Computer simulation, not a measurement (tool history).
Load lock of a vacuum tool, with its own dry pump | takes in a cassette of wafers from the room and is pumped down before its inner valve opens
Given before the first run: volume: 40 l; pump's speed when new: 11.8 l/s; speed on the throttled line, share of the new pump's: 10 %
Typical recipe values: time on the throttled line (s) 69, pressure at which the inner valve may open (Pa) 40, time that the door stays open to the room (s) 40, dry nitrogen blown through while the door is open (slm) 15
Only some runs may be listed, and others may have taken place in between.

run    hour  time on the throttled line (s)  pressure at which the inner valve may open (Pa)  time that the door stays open to the room (s)  dry nitrogen blown through while the door is open (slm)  incoming humidity of the room's air, %  time from the closed door until the inner valve may open (s)  rise of the pressure with all valves shut (Pa/min)
  1       0                              69                                               40                                             40                                                       15                                      44                                                          89.5                                               0.049
  2   129.2                              80                                               40                                             40                                                       15                                      43                                                          99.9                                                0.05
  3     202                              80                                               40                                             32                                                       15                                    45.2                                                         101.7                                               0.045
  4   275.4                              69                                               40                                             40                                                       15                                    41.7                                                          90.3                                               0.041
  5   379.9                              69                                               40                                             40                                                       15                                    46.8                                                          89.8                                               0.047
  6   453.8                              69                                               40                                             40                                                       15                                    43.9                                                          91.3                                               0.049
  7   563.2                              56                                               40                                            121                                                       15                                    45.2                                                          78.9                                                0.07
  8   686.8                              56                                               40                                            121                                                       15                                    42.3                                                          79.9                                               0.071
  9   828.6                              56                                               40                                            121                                                       15                                      43                                                            79                                               0.072
 10   907.3                              56                                               40                                            121                                                       15                                    46.8                                                          80.2                                               0.075
 11  1044.5                             126                                               40                                             50                                                       11                                      45                                                         142.1                                                0.06

Predict each of these 4 candidate next runs independently; none follows another, all start after run 11:
  A  1191.9                             126                                               40                                             32                                                       18                                    44.5                                                             ?                                                   ?
  B  1191.9                             126                                               73                                             25                                                       12                                    45.2                                                             ?                                                   ?
  C  1191.9                              35                                               41                                             50                                                        5                                      47                                                             ?                                                   ?
  D  1191.9                              69                                               29                                             40                                                       15                                    43.4                                                             ?                                                   ?

run  time from the closed door until the inner valve may open (s)  rise of the pressure with all valves shut (Pa/min)
  A                                                         139.3                                               0.047
  B                                                         139.8                                                0.05
  C                                                          60.6                                               0.075
  D                                                          91.6                                               0.046
Stripped of hidden state, with their random variation kept, the same runs would have yielded:
run  time from the closed door until the inner valve may open (s)  rise of the pressure with all valves shut (Pa/min)
  A                                                         137.5                                               0.019
  B                                                         138.2                                               0.023
  C                                                          57.5                                               0.047
  D                                                          88.9                                               0.018
